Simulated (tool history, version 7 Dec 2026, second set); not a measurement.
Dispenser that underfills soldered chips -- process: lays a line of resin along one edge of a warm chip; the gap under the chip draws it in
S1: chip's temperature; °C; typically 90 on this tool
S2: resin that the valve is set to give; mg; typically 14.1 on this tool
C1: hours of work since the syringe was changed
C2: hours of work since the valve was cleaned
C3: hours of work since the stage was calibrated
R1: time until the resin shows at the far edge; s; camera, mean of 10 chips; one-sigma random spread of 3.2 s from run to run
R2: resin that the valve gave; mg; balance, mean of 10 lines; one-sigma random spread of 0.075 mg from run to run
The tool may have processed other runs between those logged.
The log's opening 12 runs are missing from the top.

At hour 100.3: new syringe of resin.
Run 13, hour 103.9: usual settings; C1 2; C2 25; C3 82. Result: R1 354.5 s, R2 13.78 mg.
Run 14, hour 112.1: usual settings; C1 8; C2 31; C3 88. Result: R1 442.7 s, R2 13.86 mg.
At hour 113.2: new syringe of resin.
Run 15, hour 119.1: usual settings; C1 4; C2 35; C3 92. Result: R1 364.6 s, R2 13.78 mg.
Run 16, hour 124.9: usual settings; C1 8; C2 39; C3 96. Result: R1 432.2 s, R2 13.78 mg.
At hour 125.9: new syringe of resin.
Run 17, hour 130.5: usual settings; C1 3; C2 42; C3 99. Result: R1 356.3 s, R2 13.61 mg.
Run 18, hour 137.8: usual settings; C1 8; C2 47; C3 104. Result: R1 434.9 s, R2 13.64 mg.
At hour 139.2: new syringe of resin.
At hour 151.0: dispensing valve cleaned and set on the balance.
Run 19, hour 151.0: usual settings but S2 13.7 mg; C1 7; C2 0; C3 112. Result: R1 426.7 s, R2 13.58 mg.
At hour 153.3: new syringe of resin.
Run 20, hour 156.5: usual settings but S2 14.2 mg; C1 2; C2 3; C3 115. Result: R1 342.4 s, R2 14.10 mg.
Run 21, hour 165.3: usual settings but S1 86 °C, S2 16.3 mg; C1 8; C2 9; C3 121. Result: R1 488.0 s, R2 16.14 mg.
At hour 166.2: new syringe of resin.
Run 22, hour 173.6: usual settings but S1 101 °C; C1 5; C2 14; C3 126. Result: R1 279.9 s, R2 13.88 mg.
At hour 179.8: new syringe of resin.
Run 23, hour 179.8: usual settings but S1 91 °C, S2 12.5 mg; C1 0; C2 18; C3 130. Result: R1 305.6 s, R2 12.30 mg.
Run 24, hour 185.1: usual settings but S1 91 °C, S2 12.5 mg; C1 3; C2 22; C3 134. Result: R1 352.3 s, R2 12.18 mg.
Run 25, hour 191.3: usual settings but S1 91 °C, S2 12.5 mg; C1 8; C2 26; C3 138. Result: R1 430.1 s, R2 12.22 mg.
At hour 192.9: new syringe of resin.
Run 26, hour 204.1: usual settings but S2 17.3 mg; C1 7; C2 34; C3 146. Result: R1 421.9 s, R2 16.81 mg.
At hour 206.3: new syringe of resin.
Run 27, hour 216.3: usual settings but S2 17.3 mg; C1 7; C2 42; C3 154. Result: R1 403.1 s, R2 16.55 mg.
At hour 218.9: new syringe of resin.
Run 28, hour 229.3: usual settings but S1 89 °C, S2 14.4 mg; C1 7; C2 50; C3 162. Result: R1 425.4 s, R2 13.73 mg.
At hour 232.0: new syringe of resin.
At hour 237.6: dispensing valve cleaned and set on the balance.
Run 29, hour 240.2: usual settings but S1 95 °C, S2 12.7 mg; C1 5; C2 2; C3 169. Result: R1 336.7 s, R2 12.60 mg.
At hour 245.7: new syringe of resin.
Run 30, hour 252.7: usual settings but S1 101 °C, S2 13.2 mg; C1 5; C2 10; C3 177. Result: R1 282.8 s, R2 13.01 mg.
At hour 258.4: new syringe of resin.
Run 31, hour 259.1: usual settings but S1 101 °C, S2 13.2 mg; C1 0; C2 14; C3 181. Result: R1 237.5 s, R2 12.91 mg.

Branching from run 31: 5 alternative next runs. What would each branch give?
Run A, hour 270.1: usual settings but S1 77 °C, S2 15.7 mg; C1 8; C2 21; C3 188. Result: R1 ?, R2 ?.
Run B, hour 270.1: usual settings but S1 84 °C, S2 15.5 mg; C1 8; C2 21; C3 188. Result: R1 ?, R2 ?.
Run C, hour 270.1: usual settings but S1 78 °C, S2 13.0 mg; C1 8; C2 21; C3 188. Result: R1 ?, R2 ?.
Run D, hour 270.1: usual settings but S1 80 °C, S2 14.5 mg; C1 8; C2 21; C3 188. Result: R1 ?, R2 ?.
Run E, hour 270.1: usual settings but S1 80 °C, S2 14.4 mg; C1 8; C2 21; C3 188. Result: R1 ?, R2 ?.

run     R1     R2
  A  602.9  15.49
  B  494.1  15.13
  C  599.6  12.81
  D  564.7  14.13
  E  563.1  14.13
The same runs, with their run-to-run variation unchanged, on a tool lacking any hidden condition would have given:
run     R1     R2
  A  445.3  15.82
  B  364.5  15.46
  C  441.8  13.09
  D  416.7  14.43
  E  415.4  14.43
